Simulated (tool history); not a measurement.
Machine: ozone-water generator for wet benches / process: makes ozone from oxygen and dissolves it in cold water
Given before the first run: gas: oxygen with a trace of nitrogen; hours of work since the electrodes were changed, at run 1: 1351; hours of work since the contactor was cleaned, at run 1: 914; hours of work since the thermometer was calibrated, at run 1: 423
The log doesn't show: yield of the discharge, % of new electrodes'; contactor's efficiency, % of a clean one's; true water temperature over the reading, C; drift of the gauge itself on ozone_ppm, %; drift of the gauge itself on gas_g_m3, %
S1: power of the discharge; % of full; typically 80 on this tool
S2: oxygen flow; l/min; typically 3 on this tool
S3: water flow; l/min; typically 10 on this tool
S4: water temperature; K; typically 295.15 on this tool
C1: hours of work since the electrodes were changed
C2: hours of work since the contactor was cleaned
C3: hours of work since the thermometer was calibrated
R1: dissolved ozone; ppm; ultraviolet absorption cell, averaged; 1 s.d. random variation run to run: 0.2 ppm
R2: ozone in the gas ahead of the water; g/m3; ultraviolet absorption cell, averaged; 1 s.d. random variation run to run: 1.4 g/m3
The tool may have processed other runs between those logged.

Run 1, hour 0: usual settings; C1 1351; C2 914; C3 423. Result: R1 26.9 ppm, R2 255.4 g/m3.
Run 2, hour 59.2: usual settings; C1 1405; C2 968; C3 477. Result: R1 26.9 ppm, R2 252.9 g/m3.
Run 3, hour 121: usual settings; C1 1462; C2 1024; C3 533. Result: R1 27 ppm, R2 255.3 g/m3.
Run 4, hour 172.1: usual settings but S3 11 l/min; C1 1509; C2 1071; C3 580. Result: R1 24.7 ppm, R2 253 g/m3.
Run 5, hour 227.7: usual settings but S3 11 l/min, S4 289.15 K; C1 1560; C2 1122; C3 631. Result: R1 27.1 ppm, R2 250.6 g/m3.
Run 6, hour 263.7: usual settings but S3 11 l/min, S4 289.15 K; C1 1592; C2 1155; C3 664. Result: R1 26.7 ppm, R2 250.8 g/m3.
Run 7, hour 298.7: usual settings; C1 1624; C2 1187; C3 696. Result: R1 26.4 ppm, R2 252.6 g/m3.
Run 8, hour 338.2: usual settings but S3 16 l/min; C1 1661; C2 1223; C3 732. Result: R1 16.9 ppm, R2 252.9 g/m3.
Run 9, hour 398.3: usual settings but S3 16 l/min; C1 1716; C2 1278; C3 787. Result: R1 17.3 ppm, R2 252.6 g/m3.
Run 10, hour 450: usual settings but S3 16 l/min; C1 1763; C2 1325; C3 834. Result: R1 17.1 ppm, R2 250.1 g/m3.
Run 11, hour 504.8: usual settings but S3 16 l/min; C1 1813; C2 1375; C3 884. Result: R1 17.1 ppm, R2 250.5 g/m3.
Run 12, hour 561.5: usual settings but S3 16 l/min; C1 1865; C2 1427; C3 936. Result: R1 16.7 ppm, R2 249.4 g/m3.
Run 13, hour 627.7: usual settings but S4 294.15 K; C1 1925; C2 1488; C3 997. Result: R1 26.3 ppm, R2 251 g/m3.
Run 14, hour 663.3: usual settings; C1 1958; C2 1520; C3 1029. Result: R1 26.1 ppm, R2 248 g/m3.
Run 15, hour 694: usual settings but S4 294.15 K; C1 1986; C2 1548; C3 1058. Result: R1 26.5 ppm, R2 247.1 g/m3.
Run 16, hour 750.7: usual settings but S1 41 % of full; C1 2038; C2 1600; C3 1109. Result: R1 18.3 ppm, R2 176.8 g/m3.
Run 17, hour 802.7: usual settings; C1 2086; C2 1648; C3 1157. Result: R1 26.2 ppm, R2 250.4 g/m3.
Run 18, hour 841.6: usual settings but S1 82 % of full, S2 1.8 l/min, S4 293.15 K; C1 2121; C2 1683; C3 1192. Result: R1 27 ppm, R2 330.7 g/m3.
Run 19, hour 893: usual settings but S1 82 % of full, S2 1.8 l/min, S4 293.15 K; C1 2168; C2 1730; C3 1240. Result: R1 26.9 ppm, R2 334.6 g/m3.
Run 20, hour 923.3: usual settings but S1 42 % of full, S4 288.15 K; C1 2196; C2 1758; C3 1267. Result: R1 20.9 ppm, R2 177.7 g/m3.
Run 21, hour 954.9: usual settings but S1 83 % of full, S2 4.07 l/min; C1 2225; C2 1787; C3 1296. Result: R1 25.4 ppm, R2 214.6 g/m3.
Run 22, hour 1011.4: usual settings but S1 75 % of full, S2 4.9 l/min, S3 8 l/min, S4 298.15 K; C1 2276; C2 1839; C3 1348. Result: R1 25.7 ppm, R2 184.4 g/m3.
Run 23, hour 1051.1: usual settings but S1 92 % of full, S2 1.64 l/min; C1 2313; C2 1875; C3 1384. Result: R1 27.7 ppm, R2 370.2 g/m3.
At hour 1057.7: water thermometer calibrated.
Run 24, hour 1098: usual settings but S1 47 % of full, S2 2.36 l/min, S3 12 l/min, S4 292.15 K; C1 2355; C2 1917; C3 37. Result: R1 17.2 ppm, R2 215.1 g/m3.
Run 25, hour 1150.5: usual settings but S1 48 % of full; C1 2403; C2 1966; C3 85. Result: R1 19.8 ppm, R2 188.4 g/m3.
Run 26, hour 1214.8: usual settings but S1 48 % of full; C1 2462; C2 2024; C3 144. Result: R1 19.8 ppm, R2 191 g/m3.
At hour 1264.5: water thermometer calibrated, once more.
Run 27, hour 1272: usual settings but S4 293.15 K; C1 2514; C2 2076; C3 7. Result: R1 26.5 ppm, R2 245.1 g/m3.
Run 28, hour 1322.2: usual settings but S4 293.15 K; C1 2560; C2 2122; C3 53. Result: R1 26.1 ppm, R2 245.3 g/m3.
Run 29, hour 1380.7: usual settings but S2 5.33 l/min, S4 293.15 K; C1 2613; C2 2176; C3 106. Result: R1 24.7 ppm, R2 180.3 g/m3.
Run 30, hour 1408.8: usual settings but S2 2.39 l/min, S4 293.15 K; C1 2639; C2 2201; C3 132. Result: R1 26.2 ppm, R2 276.6 g/m3.
Run 31, hour 1449.7: usual settings but S4 297.15 K; C1 2676; C2 2239; C3 169. Result: R1 24.5 ppm, R2 246.4 g/m3.
Run 32, hour 1497.6: usual settings but S4 297.15 K; C1 2720; C2 2283; C3 213. Result: R1 24.4 ppm, R2 246 g/m3.
Run 33, hour 1541.8: usual settings but S1 42 % of full, S3 9 l/min; C1 2761; C2 2323; C3 254. Result: R1 20.2 ppm, R2 175.6 g/m3.

What differs in the tool's unlogged condition from the final listed run ahead of each entry between runs to the first listed run following it?
Run 23 -> run 24: water thermometer calibrated (hour 1057.7)
  yield of the discharge, % of new electrodes': 94.4 -> 94.3; contactor's efficiency, % of a clean one's: 94.4 -> 94.3
  measured minus no-state result, R1: -2.7 -> -1.4 ppm; R2: -25.3 -> -10.3 g/m3
Run 26 -> run 27: water thermometer calibrated, once more (hour 1264.5)
  yield of the discharge, % of new electrodes': 94 -> 93.8; contactor's efficiency, % of a clean one's: 94 -> 93.9; true water temperature over the reading, C: -0.02 -> -0.06
  measured minus no-state result, R1: -1.7 -> -2.7 ppm; R2: -9.7 -> -17.3 g/m3
